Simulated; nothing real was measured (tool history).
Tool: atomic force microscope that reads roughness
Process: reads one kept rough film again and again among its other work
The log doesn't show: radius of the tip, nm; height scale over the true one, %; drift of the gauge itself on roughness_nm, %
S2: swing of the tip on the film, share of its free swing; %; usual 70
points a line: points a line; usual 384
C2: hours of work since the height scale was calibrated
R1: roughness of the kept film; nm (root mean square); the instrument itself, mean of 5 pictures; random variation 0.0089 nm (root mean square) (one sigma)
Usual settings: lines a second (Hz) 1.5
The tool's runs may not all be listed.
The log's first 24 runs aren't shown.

run 25 day=28.608 | lines_a_second_(Hz)=1.5 S2=78 points_a_line=294 | pictures_with_this_tip=249 C2=1139 | R1=1.855
-- day=30.042 new tip fitted
run 26 day=30.271 | lines_a_second_(Hz)=1.42 S2=78 points_a_line=294 | pictures_with_this_tip=8 C2=1167 | R1=1.92
-- day=30.462 height scale calibrated on a step standard
run 27 day=31.808 | lines_a_second_(Hz)=1.42 S2=78 points_a_line=294 | pictures_with_this_tip=63 C2=23 | R1=1.907
run 28 day=33.033 | lines_a_second_(Hz)=1.42 S2=73 points_a_line=550 | pictures_with_this_tip=108 C2=44 | R1=1.924
run 29 day=34.204 | lines_a_second_(Hz)=1.42 S2=73 points_a_line=550 | pictures_with_this_tip=150 C2=64 | R1=1.912
run 30 day=35.667 | lines_a_second_(Hz)=1.53 S2=70 points_a_line=384 | pictures_with_this_tip=203 C2=90 | R1=1.912
run 31 day=36.904 | lines_a_second_(Hz)=1.5 S2=73 points_a_line=789 | pictures_with_this_tip=248 C2=111 | R1=1.891
-- day=38.308 new tip fitted
run 32 day=38.404 | lines_a_second_(Hz)=3.26 S2=70 points_a_line=458 | pictures_with_this_tip=3 C2=137 | R1=1.885
run 33 day=39.675 | lines_a_second_(Hz)=3.26 S2=70 points_a_line=458 | pictures_with_this_tip=50 C2=158 | R1=1.854
-- day=40.683 height scale calibrated on a step standard, once more
run 34 day=40.854 | lines_a_second_(Hz)=3.26 S2=70 points_a_line=458 | pictures_with_this_tip=91 C2=3 | R1=1.88
run 35 day=41.912 | lines_a_second_(Hz)=3.26 S2=55 points_a_line=515 | pictures_with_this_tip=129 C2=21 | R1=1.997
run 36 day=42.792 | lines_a_second_(Hz)=1.28 S2=72 points_a_line=395 | pictures_with_this_tip=162 C2=36 | R1=1.953
run 37 day=44.042 | lines_a_second_(Hz)=1.28 S2=86 points_a_line=395 | pictures_with_this_tip=207 C2=58 | R1=1.864
run 38 day=45.85 | lines_a_second_(Hz)=1.28 S2=86 points_a_line=395 | pictures_with_this_tip=273 C2=89 | R1=1.825
-- day=46.617 new tip fitted
run 39 day=46.629 | lines_a_second_(Hz)=1.5 S2=75 points_a_line=534 | pictures_with_this_tip=0 C2=102 | R1=1.97
run 40 day=48.129 | lines_a_second_(Hz)=0.74 S2=75 points_a_line=358 | pictures_with_this_tip=55 C2=128 | R1=2.014
run 41 day=48.983 | lines_a_second_(Hz)=2.5 S2=85 points_a_line=358 | pictures_with_this_tip=86 C2=143 | R1=1.753
run 42 day=50.35 | lines_a_second_(Hz)=3.51 S2=58 points_a_line=283 | pictures_with_this_tip=136 C2=166 | R1=1.947
run 43 day=51.6 | lines_a_second_(Hz)=1.85 S2=58 points_a_line=839 | pictures_with_this_tip=182 C2=188 | R1=1.977
run 44 day=53.071 | lines_a_second_(Hz)=2.4 S2=83 points_a_line=785 | pictures_with_this_tip=235 C2=213 | R1=1.748
run 45 day=54.404 | lines_a_second_(Hz)=0.56 S2=85 points_a_line=476 | pictures_with_this_tip=284 C2=236 | R1=1.938

Forecast run 46:
-- day=54.871 new tip fitted
run 46 day=56.229 | lines_a_second_(Hz)=0.89 S2=59 points_a_line=1019 | pictures_with_this_tip=49 C2=267 | R1=?

{"run 46": {"R1": 2.048}}
Without the tool's hidden state the same run would have given R1 2.068 nm (root mean square).

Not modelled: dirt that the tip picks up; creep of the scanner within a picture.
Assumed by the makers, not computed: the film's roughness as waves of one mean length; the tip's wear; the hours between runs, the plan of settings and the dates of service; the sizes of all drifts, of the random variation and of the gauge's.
